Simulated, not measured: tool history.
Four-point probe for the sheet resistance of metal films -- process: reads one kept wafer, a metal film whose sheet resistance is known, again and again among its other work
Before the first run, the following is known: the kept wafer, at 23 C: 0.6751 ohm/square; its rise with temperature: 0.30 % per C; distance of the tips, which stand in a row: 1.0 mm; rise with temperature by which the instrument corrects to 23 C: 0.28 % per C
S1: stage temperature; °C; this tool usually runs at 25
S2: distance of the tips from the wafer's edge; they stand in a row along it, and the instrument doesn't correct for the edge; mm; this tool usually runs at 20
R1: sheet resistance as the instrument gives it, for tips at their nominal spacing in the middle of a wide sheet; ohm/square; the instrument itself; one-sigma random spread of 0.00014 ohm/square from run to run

run	hour	S1	S2	R1
1	0.0	25	20	0.676825
2	14.7	25	20	0.676358
3	34.0	18	20	0.675694
4	46.1	18	20	0.675759
5	56.0	18	20	0.675819
6	69.5	18	20	0.675810
7	82.4	25	20	0.676441
8	93.2	25	20	0.676604
9	105.7	25	20	0.676373
10	125.7	25	20	0.676434
11	139.5	33	20	0.677293
12	150.6	25	20	0.676415
13	162.6	25	35	0.675942
14	177.4	30	72	0.676174
15	187.1	30	72	0.676084
16	209.6	28	59	0.675863
17	220.3	28	59	0.675912
18	238.5	31	8	0.681956
19	257.2	27	5	0.690138
20	267.8	20	16	0.676235
21	287.0	25	12	0.677952
22	299.0	22	44	0.675176
23	318.6	28	19	0.676606
24	336.0	28	19	0.676876
25	358.7	19	43	0.674876
26	376.3	20	58	0.674702

Some steps in R1 between neighbouring runs. How much of each would the tool show without its hidden state too (settings, what came in, random variation), and how much is left for the hidden state, with any gauge scatter that isn't in both results?
The tool's hidden condition here consists of: inner tips' distance over the nominal, %; tips' flats over new ones', %; wafer's true temperature over the reading, C; drift of the gauge itself on sheet_ohm, %.
Run 10 -> 11: S1 25 -> 33. R1 +0.000859 ohm/square: hidden state -0.000043, all else +0.000902.
Run 18 -> 19: S1 31 -> 27, S2 8 -> 5. R1 +0.008182 ohm/square: hidden state -0.000012, all else +0.008194.
Run 19 -> 20: S1 27 -> 20, S2 5 -> 16. R1 -0.013903 ohm/square: hidden state +0.000007, all else -0.013910.
Run 22 -> 23: S1 22 -> 28, S2 44 -> 19. R1 +0.001430 ohm/square: hidden state -0.000047, all else +0.001477.

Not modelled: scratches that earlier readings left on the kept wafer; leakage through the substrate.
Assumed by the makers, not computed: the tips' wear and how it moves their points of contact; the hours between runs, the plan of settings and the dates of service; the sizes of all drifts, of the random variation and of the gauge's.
